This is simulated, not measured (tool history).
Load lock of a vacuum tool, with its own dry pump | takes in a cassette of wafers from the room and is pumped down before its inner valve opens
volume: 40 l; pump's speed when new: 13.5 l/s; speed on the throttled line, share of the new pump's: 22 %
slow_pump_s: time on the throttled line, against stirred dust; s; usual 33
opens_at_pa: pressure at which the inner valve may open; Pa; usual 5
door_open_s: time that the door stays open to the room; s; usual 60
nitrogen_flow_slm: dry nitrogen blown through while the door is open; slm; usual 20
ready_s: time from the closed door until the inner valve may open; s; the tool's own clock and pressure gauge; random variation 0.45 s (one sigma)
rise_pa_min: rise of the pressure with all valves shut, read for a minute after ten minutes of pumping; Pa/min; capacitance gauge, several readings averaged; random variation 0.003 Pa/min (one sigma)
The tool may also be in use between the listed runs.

| run | hour | slow_pump_s | opens_at_pa | door_open_s | nitrogen_flow_slm | incoming humidity of the room's air, % | ready_s | rise_pa_min |
|---|---|---|---|---|---|---|---|---|
| 1 | 0.0 | 33 | 5 | 60 | 20 | 45.5 | 59.7 | 0.096 |
| 2 | 123.4 | 33 | 5 | 60 | 20 | 44.2 | 59.2 | 0.098 |
| 3 | 241.1 | 33 | 5 | 60 | 20 | 43.2 | 58.8 | 0.099 |
| 4 | 413.0 | 33 | 6 | 60 | 20 | 44.1 | 58.8 | 0.103 |
| 5 | 584.4 | 33 | 6 | 60 | 20 | 44.9 | 59.4 | 0.107 |
| 6 | 706.0 | 33 | 5 | 60 | 20 | 47.0 | 59.1 | 0.110 |
| 7 | 858.9 | 33 | 5 | 60 | 20 | 45.8 | 58.6 | 0.118 |
| 8 | 1037.6 | 33 | 5 | 60 | 20 | 44.0 | 59.7 | 0.120 |
| 9 | 1114.3 | 33 | 5 | 60 | 11 | 43.2 | 60.4 | 0.123 |
| 10 | 1286.0 | 33 | 5 | 60 | 11 | 43.6 | 59.7 | 0.137 |
| 11 | 1388.6 | 33 | 5 | 60 | 11 | 41.9 | 59.2 | 0.133 |
| 12 | 1542.2 | 33 | 5 | 60 | 11 | 42.7 | 59.5 | 0.140 |
| 13 | 1647.0 | 33 | 5 | 60 | 11 | 44.8 | 59.7 | 0.142 |
| 14 | 1815.8 | 33 | 5 | 60 | 26 | 46.5 | 59.8 | 0.143 |
| 15 | 1890.5 | 33 | 5 | 60 | 26 | 42.4 | 60.4 | 0.135 |
| 16 | 1984.6 | 33 | 5 | 60 | 26 | 43.9 | 59.5 | 0.139 |
| 17 | 2151.5 | 33 | 5 | 60 | 10 | 46.9 | 60.2 | 0.157 |
| 18 | 2284.3 | 33 | 5 | 60 | 20 | 45.1 | 59.7 | 0.146 |
| 19 | 2398.4 | 46 | 5 | 60 | 20 | 43.0 | 69.4 | 0.159 |
| 20 | 2532.4 | 46 | 5 | 60 | 20 | 44.8 | 69.7 | 0.159 |
| 21 | 2628.3 | 46 | 5 | 60 | 20 | 44.5 | 70.8 | 0.161 |
| 22 | 2785.9 | 19 | 6 | 65 | 8 | 45.3 | 49.1 | 0.181 |
| 23 | 2920.9 | 33 | 8 | 25 | 9 | 40.7 | 57.8 | 0.166 |
| 24 | 3013.7 | 33 | 8 | 25 | 9 | 46.8 | 58.6 | 0.176 |
| 25 | 3122.5 | 27 | 5 | 129 | 20 | 44.1 | 55.5 | 0.186 |
| 26 | 3247.1 | 27 | 5 | 129 | 20 | 47.1 | 56.3 | 0.196 |
| 27 | 3404.9 | 33 | 5 | 168 | 21 | 41.6 | 60.6 | 0.203 |
| 28 | 3584.2 | 33 | 5 | 185 | 33 | 44.8 | 60.0 | 0.202 |
| 29 | 3760.0 | 33 | 5 | 185 | 33 | 46.1 | 60.7 | 0.206 |
| 30 | 3890.2 | 39 | 10 | 106 | 33 | 43.3 | 62.4 | 0.199 |
| 31 | 4027.2 | 33 | 7 | 60 | 20 | 49.8 | 59.6 | 0.216 |
| 32 | 4164.7 | 40 | 5 | 49 | 8 | 44.5 | 64.9 | 0.220 |
| 33 | 4332.8 | 39 | 4 | 27 | 8 | 45.0 | 65.6 | 0.218 |
| 34 | 4512.4 | 61 | 5 | 125 | 44 | 45.1 | 80.8 | 0.219 |
| 35 | 4605.0 | 41 | 6 | 114 | 7 | 48.8 | 66.5 | 0.263 |
| 36 | 4689.8 | 30 | 5 | 37 | 16 | 44.9 | 58.2 | 0.225 |

3 ways to go on from here, each from the tool as it stands after run 36. What would each give?
| A | 4826.9 | 30 | 9 | 163 | 12 | 46.1 | ? | ? |
| B | 4826.9 | 33 | 5 | 69 | 20 | 46.8 | ? | ? |
| C | 4826.9 | 30 | 5 | 37 | 12 | 43.6 | ? | ? |

| run | ready_s | rise_pa_min |
|---|---|---|
| A | 56.5 | 0.257 |
| B | 60.7 | 0.239 |
| C | 58.8 | 0.231 |
Without the tool's hidden state the same runs would have given:
| run | ready_s | rise_pa_min |
|---|---|---|
| A | 51.6 | 0.051 |
| B | 55.4 | 0.034 |
| C | 53.3 | 0.025 |
